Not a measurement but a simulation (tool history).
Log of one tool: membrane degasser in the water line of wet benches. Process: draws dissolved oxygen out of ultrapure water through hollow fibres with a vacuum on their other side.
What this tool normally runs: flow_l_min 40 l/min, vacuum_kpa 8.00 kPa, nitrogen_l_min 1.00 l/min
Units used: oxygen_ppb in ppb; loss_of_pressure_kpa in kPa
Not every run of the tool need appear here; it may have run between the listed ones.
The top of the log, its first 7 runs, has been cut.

run	hour	flow_l_min	vacuum_kpa	nitrogen_l_min	oxygen_ppb	loss_of_pressure_kpa
8	1065.4	29	8.00	1.00	296.5	46.54
9	1210.5	29	8.00	1.00	296.1	46.74
10	1319.1	29	8.00	1.00	294.5	46.87
11	1526.7	29	8.00	1.00	294.9	47.08
# hour 1549.9: seals of the vacuum lines changed
12	1617.7	29	8.00	1.00	299.9	47.64
13	1820.3	47	8.00	1.00	463.5	76.02
14	2007.7	40	8.00	1.00	387.8	64.85
15	2142.7	40	8.00	1.00	388.6	65.13
16	2251.1	40	8.00	0.41	714.7	64.84
17	2440.8	32	8.00	0.93	335.5	51.56
18	2529.6	26	7.43	2.46	108.8	42.49
19	2691.2	26	7.43	2.46	109.1	42.23
20	2781.0	30	8.00	2.72	132.9	48.92
21	2890.4	30	8.00	2.72	133.5	48.94
22	3040.2	30	8.00	2.72	130.3	48.58
# hour 3177.8: vacuum gauge calibrated
23	3194.0	46	6.62	2.72	163.7	75.05
24	3385.4	27	9.05	1.68	211.4	44.13
25	3475.7	27	9.05	1.68	217.9	43.95
26	3576.6	61	6.27	1.00	405.5	99.72
27	3769.1	64	5.06	1.00	302.1	104.54
28	3975.9	64	5.06	1.00	298.8	104.32
29	4134.7	64	5.06	1.00	296.2	104.82

The next listed run, before its measurement:
30	4329.3	64	5.06	1.00	?	?

oxygen_ppb: 293.1 ppb
loss_of_pressure_kpa: 104.35 kPa
Had the tool carried no hidden state, the very same run would have given oxygen_ppb 292.8 ppb, loss_of_pressure_kpa 102.52 kPa.
